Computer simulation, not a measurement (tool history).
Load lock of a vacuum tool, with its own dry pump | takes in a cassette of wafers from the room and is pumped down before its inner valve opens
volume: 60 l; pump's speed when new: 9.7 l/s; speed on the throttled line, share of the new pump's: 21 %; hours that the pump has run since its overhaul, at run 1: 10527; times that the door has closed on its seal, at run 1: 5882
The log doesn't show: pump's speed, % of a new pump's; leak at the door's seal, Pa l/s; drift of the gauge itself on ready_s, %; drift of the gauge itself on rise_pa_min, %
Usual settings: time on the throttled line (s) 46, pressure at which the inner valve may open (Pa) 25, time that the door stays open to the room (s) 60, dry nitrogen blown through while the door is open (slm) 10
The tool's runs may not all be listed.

| run | day | time on the throttled line (s) | pressure at which the inner valve may open (Pa) | time that the door stays open to the room (s) | dry nitrogen blown through while the door is open (slm) | hours that the pump has run since its overhaul | times that the door has closed on its seal | incoming humidity of the room's air, % | time from the closed door until the inner valve may open (s) | rise of the pressure with all valves shut (Pa/min) |
|---|---|---|---|---|---|---|---|---|---|---|
| 1 | 0 | 46 | 25 | 60 | 10 | 10527 | 5882 | 44.1 | 100.9 | 0.07 |
|  | 12.179 | dry pump taken out, an overhauled one fitted |
| 2 | 12.179 | 46 | 25 | 60 | 10 | 0 | 7155 | 43.5 | 88.2 | 0.069 |
| 3 | 25.85 | 46 | 25 | 166 | 10 | 328 | 8614 | 42.6 | 87.4 | 0.12 |
| 4 | 31.792 | 46 | 25 | 166 | 10 | 471 | 9247 | 45.1 | 88.8 | 0.131 |
| 5 | 44.483 | 46 | 19 | 60 | 10 | 775 | 10601 | 47.1 | 89 | 0.085 |
| 6 | 50.842 | 46 | 25 | 43 | 10 | 928 | 11279 | 44.1 | 88.8 | 0.081 |
| 7 | 60.892 | 46 | 25 | 43 | 19 | 1169 | 12352 | 45.5 | 89 | 0.07 |
| 8 | 71.454 | 46 | 25 | 43 | 19 | 1423 | 13479 | 48.7 | 90 | 0.082 |
| 9 | 80.658 | 46 | 25 | 60 | 10 | 1643 | 14460 | 44.4 | 89.2 | 0.097 |
| 10 | 90.329 | 46 | 25 | 60 | 10 | 1876 | 15492 | 46.3 | 88.9 | 0.101 |
| 11 | 96.879 | 46 | 25 | 60 | 10 | 2033 | 16191 | 43.2 | 88.5 | 0.11 |
| 12 | 108.217 | 46 | 25 | 60 | 10 | 2305 | 17400 | 43.4 | 90.3 | 0.11 |
| 13 | 119.3 | 46 | 25 | 60 | 10 | 2571 | 18582 | 45.5 | 91.2 | 0.118 |
| 14 | 131.271 | 46 | 25 | 60 | 17 | 2858 | 19859 | 46.5 | 91.1 | 0.114 |
| 15 | 142.592 | 46 | 25 | 60 | 17 | 3130 | 21067 | 45.4 | 91.3 | 0.122 |
| 16 | 151.046 | 46 | 25 | 60 | 10 | 3333 | 21969 | 49.2 | 90 | 0.141 |
| 17 | 162.412 | 46 | 20 | 87 | 25 | 3606 | 23182 | 47.5 | 93 | 0.146 |
| 18 | 175.042 | 46 | 25 | 33 | 21 | 3909 | 24529 | 44.9 | 91.6 | 0.128 |
| 19 | 186.638 | 46 | 40 | 60 | 30 | 4187 | 25766 | 44.1 | 88.6 | 0.14 |
| 20 | 199.733 | 46 | 40 | 60 | 30 | 4501 | 27163 | 44.5 | 88.2 | 0.148 |
| 21 | 208.921 | 46 | 40 | 60 | 30 | 4722 | 28143 | 44.9 | 88.4 | 0.154 |
| 22 | 217.496 | 46 | 25 | 36 | 10 | 4928 | 29058 | 42.5 | 93.7 | 0.164 |
| 23 | 230.504 | 46 | 25 | 60 | 11 | 5240 | 30446 | 48.6 | 93.9 | 0.191 |
| 24 | 236.458 | 71 | 25 | 60 | 6 | 5383 | 31081 | 44.9 | 111.4 | 0.202 |
| 25 | 244.446 | 56 | 37 | 157 | 8 | 5574 | 31933 | 43 | 99.2 | 0.249 |
| 26 | 254.508 | 56 | 37 | 157 | 8 | 5816 | 33007 | 45.6 | 99.9 | 0.25 |
| 27 | 263.729 | 69 | 25 | 135 | 10 | 6037 | 33990 | 44.6 | 113.1 | 0.25 |
| 28 | 275.571 | 50 | 33 | 135 | 10 | 6321 | 35254 | 44.3 | 95.2 | 0.251 |
| 29 | 283.517 | 30 | 29 | 135 | 10 | 6512 | 36101 | 46.1 | 80.3 | 0.266 |
| 30 | 297.979 | 46 | 39 | 60 | 6 | 6859 | 37644 | 45.9 | 91.3 | 0.252 |
| 31 | 304.404 | 46 | 32 | 55 | 13 | 7013 | 38329 | 46.6 | 93.4 | 0.243 |
| 32 | 312.746 | 76 | 35 | 47 | 23 | 7214 | 39219 | 42.9 | 116.4 | 0.232 |

Some steps in time from the closed door until the inner valve may open (s) between neighbouring runs. How much of each would the tool show without its hidden state too (settings, what came in, random variation), and how much is left for the hidden state, with any gauge scatter that isn't in both results?
Run 1 -> 2: dry pump taken out, an overhauled one fitted. time from the closed door until the inner valve may open (s) -12.7: hidden state -13.2, all else +0.5.
Run 23 -> 24: time on the throttled line (s) 46 -> 71, dry nitrogen blown through while the door is open (slm) 11 -> 6. time from the closed door until the inner valve may open (s) +17.5: hidden state -0.6, all else +18.1.
Run 27 -> 28: time on the throttled line (s) 69 -> 50, pressure at which the inner valve may open (Pa) 25 -> 33. time from the closed door until the inner valve may open (s) -17.9: hidden state +0.6, all else -18.5.
Run 28 -> 29: time on the throttled line (s) 50 -> 30, pressure at which the inner valve may open (Pa) 33 -> 29. time from the closed door until the inner valve may open (s) -14.9: hidden state +0.9, all else -15.8.
Run 31 -> 32: time on the throttled line (s) 46 -> 76, pressure at which the inner valve may open (Pa) 32 -> 35, time that the door stays open to the room (s) 55 -> 47, dry nitrogen blown through while the door is open (slm) 13 -> 23. time from the closed door until the inner valve may open (s) +23: hidden state -0.9, all else +23.9.
